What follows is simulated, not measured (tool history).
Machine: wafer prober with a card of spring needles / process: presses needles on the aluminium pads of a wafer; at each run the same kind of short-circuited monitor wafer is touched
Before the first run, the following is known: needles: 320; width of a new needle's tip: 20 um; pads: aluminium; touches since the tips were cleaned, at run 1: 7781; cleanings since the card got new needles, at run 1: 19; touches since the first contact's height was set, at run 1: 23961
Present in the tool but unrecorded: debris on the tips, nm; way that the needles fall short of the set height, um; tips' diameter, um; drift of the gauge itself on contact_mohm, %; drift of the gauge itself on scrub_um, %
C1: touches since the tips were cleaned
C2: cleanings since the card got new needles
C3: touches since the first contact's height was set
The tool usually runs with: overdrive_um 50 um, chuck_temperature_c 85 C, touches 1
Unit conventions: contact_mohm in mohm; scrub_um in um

Run 1, day 0: usual settings; C1 7781; C2 19; C3 23961. Result: contact_mohm 364 mohm, scrub_um 7.069 um.
At day 0.046: tips cleaned on abrasive film.
Run 2, day 0.404: usual settings; C1 4037; C2 20; C3 28490. Result: contact_mohm 315 mohm, scrub_um 7.063 um.
Run 3, day 0.621: usual settings; C1 6511; C2 20; C3 30964. Result: contact_mohm 352 mohm, scrub_um 7.059 um.
At day 0.796: tips cleaned on abrasive film.
Run 4, day 0.996: usual settings but overdrive_um 34 um; C1 2221; C2 21; C3 35119. Result: contact_mohm 399 mohm, scrub_um 4.79 um.
Run 5, day 1.392: usual settings; C1 6743; C2 21; C3 39641. Result: contact_mohm 357 mohm, scrub_um 7.05 um.
At day 1.538: tips cleaned on abrasive film.
Run 6, day 1.883: usual settings; C1 3916; C2 22; C3 45119. Result: contact_mohm 314 mohm, scrub_um 7.048 um.
Run 7, day 2.117: usual settings; C1 6587; C2 22; C3 47790. Result: contact_mohm 355 mohm, scrub_um 7.044 um.
At day 2.271: tips cleaned on abrasive film.
Run 8, day 2.388: usual settings but chuck_temperature_c 27 C; C1 1310; C2 23; C3 50805. Result: contact_mohm 236 mohm, scrub_um 7.04 um.
Run 9, day 2.75: usual settings but chuck_temperature_c 27 C; C1 5409; C2 23; C3 54904. Result: contact_mohm 356 mohm, scrub_um 7.05 um.
At day 3.017: tips cleaned on abrasive film.
Run 10, day 3.162: usual settings but chuck_temperature_c 27 C; C1 1634; C2 24; C3 59523. Result: contact_mohm 247 mohm, scrub_um 7.032 um.
Run 11, day 3.371: usual settings; C1 3986; C2 24; C3 61875. Result: contact_mohm 314 mohm, scrub_um 7.028 um.
At day 3.746: tips cleaned on abrasive film.
Run 12, day 3.867: usual settings but chuck_temperature_c 63 C; C1 1376; C2 25; C3 67432. Result: contact_mohm 237 mohm, scrub_um 7.008 um.
Run 13, day 4.217: usual settings but chuck_temperature_c 63 C; C1 5329; C2 25; C3 71385. Result: contact_mohm 343 mohm, scrub_um 7.021 um.
At day 4.496: tips cleaned on abrasive film.
Run 14, day 4.7: usual settings but overdrive_um 37 um, chuck_temperature_c 63 C; C1 2315; C2 26; C3 76808. Result: contact_mohm 364 mohm, scrub_um 5.166 um.
Run 15, day 5.012: usual settings but chuck_temperature_c 38 C, touches 3; C1 5867; C2 26; C3 80360. Result: contact_mohm 216 mohm, scrub_um 7.012 um.
At day 5.225: tips cleaned on abrasive film.
At day 5.258: height of the first contact set anew.
Run 16, day 5.446: usual settings but overdrive_um 31 um, touches 2; C1 2392; C2 27; C3 2120. Result: contact_mohm 336 mohm, scrub_um 4.394 um.
Run 17, day 5.725: usual settings but overdrive_um 55 um, chuck_temperature_c 77 C; C1 5531; C2 27; C3 5259. Result: contact_mohm 315 mohm, scrub_um 7.805 um.
At day 5.992: tips cleaned on abrasive film.
Run 18, day 6.146: usual settings but overdrive_um 55 um, chuck_temperature_c 77 C; C1 1716; C2 28; C3 9959. Result: contact_mohm 229 mohm, scrub_um 7.791 um.
Run 19, day 6.379: usual settings but overdrive_um 31 um, chuck_temperature_c 39 C; C1 4368; C2 28; C3 12611. Result: contact_mohm 604 mohm, scrub_um 4.404 um.
At day 6.712: tips cleaned on abrasive film.
Run 20, day 6.712: usual settings but overdrive_um 51 um, chuck_temperature_c 45 C; C1 0; C2 29; C3 16340. Result: contact_mohm 150 mohm, scrub_um 7.22 um.
Run 21, day 7.171: usual settings but overdrive_um 53 um, chuck_temperature_c 37 C, touches 2; C1 5215; C2 29; C3 21555. Result: contact_mohm 244 mohm, scrub_um 7.506 um.

Predict each of these 5 candidate next runs independently; none follows another, all start after run 21:
Run A, day 7.375: usual settings but overdrive_um 39 um, chuck_temperature_c 48 C; C1 7507; C2 29; C3 23847. Result: contact_mohm ?, scrub_um ?.
Run B, day 7.375: usual settings but overdrive_um 49 um, chuck_temperature_c 83 C, touches 2; C1 7507; C2 29; C3 23847. Result: contact_mohm ?, scrub_um ?.
Run C, day 7.375: usual settings but overdrive_um 33 um, chuck_temperature_c 40 C; C1 7507; C2 29; C3 23847. Result: contact_mohm ?, scrub_um ?.
Run D, day 7.375: usual settings but overdrive_um 33 um, chuck_temperature_c 82 C; C1 7507; C2 29; C3 23847. Result: contact_mohm ?, scrub_um ?.
Run E, day 7.375: usual settings but overdrive_um 37 um, chuck_temperature_c 46 C; C1 7507; C2 29; C3 23847. Result: contact_mohm ?, scrub_um ?.

run  contact_mohm  scrub_um
  A           502     5.522
  B           282     6.939
  C           639     4.667
  D           625     4.661
  E           543     5.237
Stripped of hidden state, with their random variation kept, the same runs would have yielded:
run  contact_mohm  scrub_um
  A           142     5.539
  B           145     6.957
  C           142     4.684
  D           152     4.678
  E           143     5.254
